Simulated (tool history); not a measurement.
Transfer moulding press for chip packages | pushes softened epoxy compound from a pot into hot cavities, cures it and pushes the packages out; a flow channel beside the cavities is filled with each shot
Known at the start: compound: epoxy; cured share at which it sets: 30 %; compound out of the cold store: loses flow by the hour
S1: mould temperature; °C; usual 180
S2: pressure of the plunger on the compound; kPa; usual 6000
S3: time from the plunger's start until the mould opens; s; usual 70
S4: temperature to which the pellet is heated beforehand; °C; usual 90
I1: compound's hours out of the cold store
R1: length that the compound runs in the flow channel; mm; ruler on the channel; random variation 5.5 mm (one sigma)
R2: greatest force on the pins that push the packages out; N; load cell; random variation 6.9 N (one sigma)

Run 1, hour 0.0: usual settings; I1 30.8. Result: R1 579 mm, R2 368 N.
Run 2, hour 79.2: usual settings; I1 47.1. Result: R1 572 mm, R2 380 N.
Run 3, hour 144.7: usual settings; I1 33.2. Result: R1 590 mm, R2 418 N.
Run 4, hour 187.2: usual settings; I1 21.8. Result: R1 624 mm, R2 337 N.
Run 5, hour 275.2: usual settings; I1 10.7. Result: R1 639 mm, R2 446 N.
Run 6, hour 330.1: usual settings; I1 38.3. Result: R1 543 mm, R2 340 N.
Run 7, hour 418.6: usual settings but S4 87 °C; I1 14.6. Result: R1 676 mm, R2 425 N.
Run 8, hour 487.3: usual settings but S2 4720 kPa; I1 19.7. Result: R1 572 mm, R2 472 N.
Run 9, hour 538.7: usual settings but S2 4720 kPa; I1 17.1. Result: R1 564 mm, R2 387 N.
Run 10, hour 625.2: usual settings but S2 5420 kPa, S3 57 s, S4 89 °C; I1 9.2. Result: R1 603 mm, R2 784 N.
Run 11, hour 669.7: usual settings but S1 175 °C, S2 5420 kPa, S3 57 s, S4 89 °C; I1 26.2. Result: R1 542 mm, R2 782 N.
Run 12, hour 757.2: usual settings but S1 177 °C, S3 57 s; I1 15.5. Result: R1 665 mm, R2 872 N.
Run 13, hour 840.7: usual settings but S1 177 °C, S3 57 s; I1 25.1. Result: R1 614 mm, R2 968 N.

Taken out of this log: 16 entries between the listed runs. Where each belongs, and how the hidden state differs across it:
Between runs 1 and 2: cavities cleaned with cleaning compound and waxed (hour 51.7); plunger's sealing rings changed (hour 64.2)
  true mould temperature over the reading, C: -0.21 -> -0.3; pressure that reaches the compound, % of what is set: 83.93 -> 98.88; grip of the stained cavities, % over clean ones': 23.9 -> 35.1
  measured less the result without the state, R1: -53 -> -3 mm; R2: +75 -> +104 N
Between runs 2 and 3: cavities cleaned with cleaning compound and waxed (hour 117.5)
  true mould temperature over the reading, C: -0.3 -> -0.35; pressure that reaches the compound, % of what is set: 98.88 -> 93.85; grip of the stained cavities, % over clean ones': 35.1 -> 36.8
  measured less the result without the state, R1: -3 -> -19 mm; R2: +104 -> +118 N
Between runs 3 and 4: cavities cleaned with cleaning compound and waxed (hour 185.9)
  true mould temperature over the reading, C: -0.35 -> -0.4; pressure that reaches the compound, % of what is set: 93.85 -> 90.71; grip of the stained cavities, % over clean ones': 36.8 -> 6.1
  measured less the result without the state, R1: -19 -> -31 mm; R2: +118 -> +27 N
Between runs 4 and 5: cavities cleaned with cleaning compound and waxed (hour 251.0)
  true mould temperature over the reading, C: -0.4 -> -0.48; pressure that reaches the compound, % of what is set: 90.71 -> 84.47; grip of the stained cavities, % over clean ones': 6.1 -> 31.3
  measured less the result without the state, R1: -31 -> -56 mm; R2: +27 -> +115 N
Between runs 5 and 6: cavities cleaned with cleaning compound and waxed (hour 317.4)
  true mould temperature over the reading, C: -0.48 -> -0.53; pressure that reaches the compound, % of what is set: 84.47 -> 80.38; grip of the stained cavities, % over clean ones': 31.3 -> 16.7
  measured less the result without the state, R1: -56 -> -62 mm; R2: +115 -> +56 N
Between runs 6 and 7: plunger's sealing rings changed (hour 375.6); cavities cleaned with cleaning compound and waxed (hour 387.5)
  true mould temperature over the reading, C: -0.53 -> -0.62; pressure that reaches the compound, % of what is set: 80.38 -> 97; grip of the stained cavities, % over clean ones': 16.7 -> 37
  measured less the result without the state, R1: -62 -> -10 mm; R2: +56 -> +129 N
Between runs 7 and 8: cavities cleaned with cleaning compound and waxed (hour 452.4)
  true mould temperature over the reading, C: -0.62 -> -0.69; pressure that reaches the compound, % of what is set: 97 -> 91.79; grip of the stained cavities, % over clean ones': 37 -> 43
  measured less the result without the state, R1: -10 -> -24 mm; R2: +129 -> +155 N
Between runs 8 and 9: cavities cleaned with cleaning compound and waxed (hour 517.3); mould's thermocouples calibrated (hour 538.7)
  true mould temperature over the reading, C: -0.69 -> -0.2; pressure that reaches the compound, % of what is set: 91.79 -> 88.08; grip of the stained cavities, % over clean ones': 43 -> 27.3
  measured less the result without the state, R1: -24 -> -37 mm; R2: +155 -> +87 N
Between runs 9 and 10: cavities cleaned with cleaning compound and waxed (hour 589.4)
  true mould temperature over the reading, C: -0.2 -> -0.29; pressure that reaches the compound, % of what is set: 88.08 -> 81.89; grip of the stained cavities, % over clean ones': 27.3 -> 40.7
  measured less the result without the state, R1: -37 -> -63 mm; R2: +87 -> +236 N
Between runs 10 and 11: cavities cleaned with cleaning compound and waxed (hour 654.8)
  true mould temperature over the reading, C: -0.29 -> -0.34; pressure that reaches the compound, % of what is set: 81.89 -> 79.09; grip of the stained cavities, % over clean ones': 40.7 -> 23.1
  measured less the result without the state, R1: -63 -> -67 mm; R2: +236 -> +157 N
Between runs 11 and 12: plunger's sealing rings changed (hour 692.6); cavities cleaned with cleaning compound and waxed (hour 720.4)
  true mould temperature over the reading, C: -0.34 -> -0.42; pressure that reaches the compound, % of what is set: 79.09 -> 95.37; grip of the stained cavities, % over clean ones': 23.1 -> 43.5
  measured less the result without the state, R1: -67 -> -16 mm; R2: +157 -> +276 N
Between runs 12 and 13: cavities cleaned with cleaning compound and waxed (hour 786.5)
  true mould temperature over the reading, C: -0.42 -> -0.5; pressure that reaches the compound, % of what is set: 95.37 -> 89.39; grip of the stained cavities, % over clean ones': 43.5 -> 55.2
  measured less the result without the state, R1: -16 -> -35 mm; R2: +276 -> +358 N

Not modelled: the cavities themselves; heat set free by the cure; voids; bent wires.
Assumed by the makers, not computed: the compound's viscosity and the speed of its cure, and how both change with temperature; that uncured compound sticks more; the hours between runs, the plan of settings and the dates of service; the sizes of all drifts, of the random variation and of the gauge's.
